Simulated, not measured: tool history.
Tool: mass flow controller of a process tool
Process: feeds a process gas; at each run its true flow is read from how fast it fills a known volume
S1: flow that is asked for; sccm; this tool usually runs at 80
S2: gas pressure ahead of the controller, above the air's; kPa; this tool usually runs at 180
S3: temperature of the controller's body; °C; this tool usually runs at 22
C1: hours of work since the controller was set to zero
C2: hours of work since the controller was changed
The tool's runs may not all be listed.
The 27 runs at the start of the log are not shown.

{"run": 28, "hour": 7442.4, "S1": 194, "S2": 258, "S3": 37, "C1": 478, "C2": 478, "true flow (%)": 101.26}
{"run": 29, "hour": 7701.8, "S1": 80, "S2": 179, "S3": 30, "C1": 617, "C2": 617, "true flow (%)": 99.68}
{"run": 30, "hour": 7864.4, "S1": 34, "S2": 185, "S3": 30, "C1": 704, "C2": 704, "true flow (%)": 99.35}
{"run": 31, "hour": 8210.0, "S1": 34, "S2": 185, "S3": 30, "C1": 889, "C2": 889, "true flow (%)": 99.44}
{"run": 32, "hour": 8477.7, "S1": 87, "S2": 185, "S3": 30, "C1": 1033, "C2": 1033, "true flow (%)": 100.02}
{"run": 33, "hour": 8829.9, "S1": 87, "S2": 185, "S3": 30, "C1": 1222, "C2": 1222, "true flow (%)": 100.01}
{"run": 34, "hour": 9071.6, "S1": 150, "S2": 230, "S3": 20, "C1": 1351, "C2": 1351, "true flow (%)": 100.43}
{"run": 35, "hour": 9243.0, "S1": 155, "S2": 261, "S3": 22, "C1": 1443, "C2": 1443, "true flow (%)": 100.95}
{"hour": 9448.8, "done": "gauge calibrated"}
{"run": 36, "hour": 9550.2, "S1": 155, "S2": 261, "S3": 22, "C1": 1608, "C2": 1608, "true flow (%)": 99.91}
{"run": 37, "hour": 9804.4, "S1": 119, "S2": 272, "S3": 26, "C1": 1744, "C2": 1744, "true flow (%)": 99.81}
{"run": 38, "hour": 10040.5, "S1": 35, "S2": 180, "S3": 22, "C1": 1871, "C2": 1871, "true flow (%)": 98.66}
{"run": 39, "hour": 10243.7, "S1": 131, "S2": 261, "S3": 24, "C1": 1980, "C2": 1980, "true flow (%)": 99.84}
{"run": 40, "hour": 10439.8, "S1": 131, "S2": 261, "S3": 24, "C1": 2085, "C2": 2085, "true flow (%)": 100.0}
{"run": 41, "hour": 10708.2, "S1": 155, "S2": 180, "S3": 22, "C1": 2229, "C2": 2229, "true flow (%)": 99.68}
{"run": 42, "hour": 10986.1, "S1": 66, "S2": 199, "S3": 31, "C1": 2378, "C2": 2378, "true flow (%)": 99.54}
{"run": 43, "hour": 11295.9, "S1": 66, "S2": 169, "S3": 24, "C1": 2544, "C2": 2544, "true flow (%)": 99.36}
{"run": 44, "hour": 11661.2, "S1": 166, "S2": 180, "S3": 22, "C1": 2740, "C2": 2740, "true flow (%)": 100.01}
{"run": 45, "hour": 11955.4, "S1": 80, "S2": 180, "S3": 24, "C1": 2898, "C2": 2898, "true flow (%)": 99.55}
{"run": 46, "hour": 12291.4, "S1": 95, "S2": 280, "S3": 27, "C1": 3078, "C2": 3078, "true flow (%)": 100.44}
{"run": 47, "hour": 12591.2, "S1": 151, "S2": 182, "S3": 26, "C1": 3239, "C2": 3239, "true flow (%)": 100.5}

Consider 3 possible next runs. They are alternatives, not a sequence: every one starts from the tool as it was left by run 47. What does each give?
{"run": "A", "hour": 12840.4, "S1": 80, "S2": 157, "S3": 22, "C1": 3372, "C2": 3372, "true flow (%)": "?"}
{"run": "B", "hour": 12840.4, "S1": 148, "S2": 181, "S3": 37, "C1": 3372, "C2": 3372, "true flow (%)": "?"}
{"run": "C", "hour": 12840.4, "S1": 76, "S2": 180, "S3": 22, "C1": 3372, "C2": 3372, "true flow (%)": "?"}

run=A true_flow_(%)=99.53
run=B true_flow_(%)=100.85
run=C true_flow_(%)=99.65
With the hidden condition removed and each run's random variation left untouched, the same runs would have given:
run=A true_flow_(%)=98.67
run=B true_flow_(%)=99.98
run=C true_flow_(%)=98.78
